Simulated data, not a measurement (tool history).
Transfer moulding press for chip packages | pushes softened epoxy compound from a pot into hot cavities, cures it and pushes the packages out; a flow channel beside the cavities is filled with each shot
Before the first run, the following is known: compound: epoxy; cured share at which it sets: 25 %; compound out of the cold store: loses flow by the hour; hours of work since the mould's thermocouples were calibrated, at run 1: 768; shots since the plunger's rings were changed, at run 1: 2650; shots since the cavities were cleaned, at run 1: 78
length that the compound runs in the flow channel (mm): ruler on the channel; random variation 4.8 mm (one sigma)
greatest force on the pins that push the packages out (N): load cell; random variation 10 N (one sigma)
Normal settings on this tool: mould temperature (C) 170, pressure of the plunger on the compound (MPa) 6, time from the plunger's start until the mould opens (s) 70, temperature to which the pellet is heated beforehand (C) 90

run,day,mould temperature (C),pressure of the plunger on the compound (MPa),time from the plunger's start until the mould opens (s),temperature to which the pellet is heated beforehand (C),hours of work since the mould's thermocouples were calibrated,shots since the plunger's rings were changed,shots since the cavities were cleaned,incoming compound's hours out of the cold store,length that the compound runs in the flow channel (mm),greatest force on the pins that push the packages out (N)
1,0,170,6,70,90,768,2650,78,13.3,932,565
# day 1.412: cavities cleaned with cleaning compound and waxed
2,2.708,170,6,70,90,812,3820,573,26.1,869,778
# day 2.958: cavities cleaned with cleaning compound and waxed
# day 4.7: mould's thermocouples calibrated
# day 4.762: cavities cleaned with cleaning compound and waxed
3,5.925,170,6,70,90,19,5151,515,47,792,688
# day 6.388: cavities cleaned with cleaning compound and waxed
# day 7.95: cavities cleaned with cleaning compound and waxed
4,8.3,170,6,70,90,57,6146,156,33.3,820,562
# day 9.604: cavities cleaned with cleaning compound and waxed
# day 9.904: plunger's sealing rings changed
# day 11.296: cavities cleaned with cleaning compound and waxed
5,11.738,170,6,70,90,110,783,196,22.3,911,617
# day 12.833: cavities cleaned with cleaning compound and waxed
# day 14.521: cavities cleaned with cleaning compound and waxed
6,14.9,170,6.98,70,90,160,2127,168,28.8,951,569
# day 16.221: cavities cleaned with cleaning compound and waxed
7,17.442,170,6.98,70,90,201,3222,539,8.7,1002,791
# day 17.967: cavities cleaned with cleaning compound and waxed
# day 19.708: cavities cleaned with cleaning compound and waxed
8,20.371,170,6.98,70,90,248,4463,293,18.6,955,688
# day 21.229: cavities cleaned with cleaning compound and waxed
# day 22.812: cavities cleaned with cleaning compound and waxed
9,23.471,176,6,70,90,297,5779,292,17,854,510
# day 24.492: cavities cleaned with cleaning compound and waxed
# day 25.812: plunger's sealing rings changed
# day 26.254: cavities cleaned with cleaning compound and waxed
10,26.404,177,6.61,103,86,342,232,66,35.9,896,371
# day 27.796: cavities cleaned with cleaning compound and waxed
# day 29.333: cavities cleaned with cleaning compound and waxed
11,29.758,168,5.41,66,92,395,1662,188,16.8,888,795
# day 31.004: cavities cleaned with cleaning compound and waxed
12,32.267,168,6,56,82,436,2744,559,23.6,908,1553
# day 32.625: cavities cleaned with cleaning compound and waxed
13,33.967,171,6,88,82,463,3466,593,27.3,867,559
# day 34.312: cavities cleaned with cleaning compound and waxed
# day 35.833: cavities cleaned with cleaning compound and waxed
14,36.838,171,6,88,99,508,4681,445,9.5,908,546
# day 37.571: cavities cleaned with cleaning compound and waxed
15,38.912,171,4.68,71,82,542,5571,593,30.2,743,719

Predict each of these 3 candidate next runs independently; none follows another, all start after run 15:
# day 39.267: cavities cleaned with cleaning compound and waxed
# day 40.8: cavities cleaned with cleaning compound and waxed
# day 41.904: plunger's sealing rings changed
# day 42.425: cavities cleaned with cleaning compound and waxed
A,42.425,171,6.77,71,95,595,203,0,25.4,?,?
# day 39.267: cavities cleaned with cleaning compound and waxed
# day 40.8: cavities cleaned with cleaning compound and waxed
# day 41.904: plunger's sealing rings changed
# day 42.425: cavities cleaned with cleaning compound and waxed
B,42.425,164,6,70,90,595,203,0,27.7,?,?
# day 39.267: cavities cleaned with cleaning compound and waxed
# day 40.8: cavities cleaned with cleaning compound and waxed
# day 41.904: plunger's sealing rings changed
# day 42.425: cavities cleaned with cleaning compound and waxed
C,42.425,175,5.34,57,90,595,203,0,43.1,?,?

run,length that the compound runs in the flow channel (mm),greatest force on the pins that push the packages out (N)
A,951,445
B,921,773
C,789,485
Had the tool no hidden state, the same runs would have come out as:
run,length that the compound runs in the flow channel (mm),greatest force on the pins that push the packages out (N)
A,958,429
B,928,737
C,795,466
